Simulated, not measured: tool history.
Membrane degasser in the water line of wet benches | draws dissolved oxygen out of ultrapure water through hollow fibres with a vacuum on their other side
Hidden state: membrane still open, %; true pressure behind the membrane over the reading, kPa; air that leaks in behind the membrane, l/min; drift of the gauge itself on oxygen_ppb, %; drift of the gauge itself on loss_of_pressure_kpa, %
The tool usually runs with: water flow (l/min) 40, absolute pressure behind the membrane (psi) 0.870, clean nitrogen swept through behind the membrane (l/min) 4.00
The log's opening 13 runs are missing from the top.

run	hour	water flow (l/min)	absolute pressure behind the membrane (psi)	clean nitrogen swept through behind the membrane (l/min)	hours since the membrane was changed	hours since the vacuum gauge was calibrated	hours since the vacuum lines were made tight	dissolved oxygen in the water behind the degasser (ppb)	pressure that the water loses in the fibres (psi)
# hour 2766.6: seals of the vacuum lines changed
14	2934.8	26	0.870	4.00	7305	7442	168	50.2	4.670
15	3274.1	26	0.870	4.00	7644	7782	508	51.5	4.695
16	3451.3	40	0.682	4.00	7822	7959	685	63.0	7.219
17	3784.7	40	0.682	4.00	8155	8292	1018	64.4	7.227
# hour 3810.2: vacuum gauge calibrated
18	4140.7	40	0.682	4.00	8510	330	1374	56.3	7.224
19	4484.7	40	0.722	1.98	8854	674	1718	101.7	7.290
20	4768.5	24	0.648	8.71	9138	958	2001	9.9	4.360
21	5098.6	24	0.648	8.71	9468	1288	2331	9.7	4.380
22	5324.6	42	0.648	3.54	9694	1514	2558	64.5	7.651
23	5522.5	42	0.648	3.54	9892	1712	2755	63.9	7.648
24	5831.6	40	0.796	4.38	10201	2021	3065	73.1	7.307
25	6146.1	30	1.385	2.52	10516	2336	3379	179.2	5.474
26	6297.8	26	1.378	6.91	10668	2488	3531	60.8	4.749
27	6555.2	56	1.433	1.61	10925	2745	3788	550.9	10.221
28	6817.5	47	0.937	4.00	11187	3007	4050	137.9	8.651
29	7004.6	47	0.937	4.00	11374	3194	4238	138.2	8.570
30	7197.8	42	0.647	4.00	11568	3388	4431	63.2	7.728
31	7452.6	42	0.647	4.00	11822	3642	4686	63.6	7.687
32	7676.0	50	0.869	5.69	12046	3866	4909	121.9	9.177

Alternative continuations, all from the tool just after run 32; predict every row:
A	7823.2	50	0.602	10.51	12193	4013	5056	?	?
B	7823.2	50	2.064	2.54	12193	4013	5056	?	?
C	7823.2	50	1.466	5.69	12193	4013	5056	?	?

run	dissolved oxygen in the water behind the degasser (ppb)	pressure that the water loses in the fibres (psi)
A	74.3	9.203
B	522.6	9.181
C	204.9	9.200
Had the tool no hidden state, the same runs would have come out as:
run	dissolved oxygen in the water behind the degasser (ppb)	pressure that the water loses in the fibres (psi)
A	57.6	8.720
B	501.9	8.696
C	187.0	8.714

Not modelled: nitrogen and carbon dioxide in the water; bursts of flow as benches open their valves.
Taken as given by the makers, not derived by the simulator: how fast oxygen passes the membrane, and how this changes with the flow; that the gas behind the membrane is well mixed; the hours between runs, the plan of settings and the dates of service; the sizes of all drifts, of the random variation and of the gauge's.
